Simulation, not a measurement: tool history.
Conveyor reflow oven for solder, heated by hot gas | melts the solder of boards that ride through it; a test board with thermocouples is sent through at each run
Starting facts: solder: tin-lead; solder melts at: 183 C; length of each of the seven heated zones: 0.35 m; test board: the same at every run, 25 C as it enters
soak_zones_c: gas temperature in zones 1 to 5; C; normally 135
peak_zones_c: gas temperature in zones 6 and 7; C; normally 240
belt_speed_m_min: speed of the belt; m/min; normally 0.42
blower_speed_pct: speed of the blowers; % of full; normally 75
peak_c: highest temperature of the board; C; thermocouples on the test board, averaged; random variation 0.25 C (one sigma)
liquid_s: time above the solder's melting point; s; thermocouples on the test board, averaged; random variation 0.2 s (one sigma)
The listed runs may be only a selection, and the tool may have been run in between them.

run,hour,soak_zones_c,peak_zones_c,belt_speed_m_min,blower_speed_pct,peak_c,liquid_s
1,0,135,240,0.42,75,226.7,83.8
2,18,135,240,0.42,75,226.8,83.7
3,42,135,240,0.42,75,226.5,83.7
4,56.4,135,240,0.42,75,226,83.7
5,68.3,148,240,0.42,75,227.8,90.7
6,90.9,148,240,0.365,75,230.5,107.1
7,104.3,148,240,0.365,75,231.4,106.9
8,129,148,240,0.365,75,231.1,106.8
9,145.9,148,240,0.365,75,230.9,106.7
10,155.9,148,238,0.365,75,229,105.7
11,176.6,148,238,0.365,75,228.7,105.7
12,200,148,238,0.365,75,228.1,105.1
13,215.4,135,240,0.42,75,225.4,82.9
14,237.6,135,240,0.42,75,225.2,82.8
15,262.1,135,240,0.42,75,225.6,82.5
16,278.7,135,240,0.42,69,224.1,81.3
17,303.4,135,240,0.42,69,224.4,81.5
# hour 314.9: thermocouples of zones 6 and 7 changed
18,318.5,135,240,0.42,69,224.8,82.9
# hour 324.6: belt drive overhauled, speed set with a stopwatch
19,344.1,130,240,0.496,81,221,64.5
20,368.2,130,251,0.352,79,241.3,110.9
21,387.4,135,235,0.42,73,221.3,79.6
22,398.3,126,240,0.366,53,224.7,90.8
23,413.9,146,246,0.42,75,233,93.4
# hour 431.5: belt drive overhauled, speed set with a stopwatch, once more
24,442.2,142,246,0.489,65,224.8,71.4
25,456.4,142,246,0.489,65,224.6,71.1
26,475.8,142,246,0.489,65,224.2,71.5
27,490.7,142,246,0.489,65,224.1,70.9
28,501.2,133,246,0.489,71,223.8,67.2
29,522.9,135,248,0.42,83,233.5,87.8

Run 30 has not been measured yet. What should we expect?
30,546.8,135,240,0.42,56,?,?

Logged for run 30: peak_c 220.6 C, liquid_s 77 s.
With no hidden state in the tool, this same run would have given peak_c 224.6 C, liquid_s 81 s.
